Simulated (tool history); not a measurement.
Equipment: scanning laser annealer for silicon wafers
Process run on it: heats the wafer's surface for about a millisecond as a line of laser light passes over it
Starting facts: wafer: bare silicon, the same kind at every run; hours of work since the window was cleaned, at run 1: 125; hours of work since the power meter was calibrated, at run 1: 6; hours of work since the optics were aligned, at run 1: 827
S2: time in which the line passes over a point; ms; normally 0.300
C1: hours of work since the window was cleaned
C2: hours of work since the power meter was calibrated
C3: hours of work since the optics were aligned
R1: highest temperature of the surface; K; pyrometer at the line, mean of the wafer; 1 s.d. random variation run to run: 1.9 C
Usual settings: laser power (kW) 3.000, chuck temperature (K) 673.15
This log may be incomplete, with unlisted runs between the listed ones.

Run 1, hour 0.0: usual settings; C1 125; C2 6; C3 827. Result: R1 1452.15 K.
Run 2, hour 5.7: usual settings but S2 0.332 ms; C1 130; C2 11; C3 832. Result: R1 1483.15 K.
Run 3, hour 13.0: usual settings but S2 0.332 ms; C1 135; C2 16; C3 837. Result: R1 1487.15 K.
Run 4, hour 20.1: usual settings but S2 0.229 ms; C1 140; C2 21; C3 842. Result: R1 1364.15 K.
Run 5, hour 30.0: usual settings but laser power (kW) 3.087; C1 148; C2 29; C3 850. Result: R1 1471.15 K.
Run 6, hour 39.9: usual settings but laser power (kW) 3.087; C1 155; C2 36; C3 857. Result: R1 1473.15 K.
Run 7, hour 51.0: usual settings but laser power (kW) 3.087; C1 164; C2 45; C3 866. Result: R1 1475.15 K.
Run 8, hour 56.3: usual settings but S2 0.358 ms, chuck temperature (K) 665.15; C1 168; C2 49; C3 870. Result: R1 1505.15 K.

Expected results for the next run?
Run 9, hour 62.0: usual settings but laser power (kW) 3.118, S2 0.375 ms, chuck temperature (K) 662.15; C1 172; C2 53; C3 874. Result: R1 ?.

{"run 9": {"R1": 1556.15}}
With no hidden state in the tool, this same run would have given R1 1556.15 K.
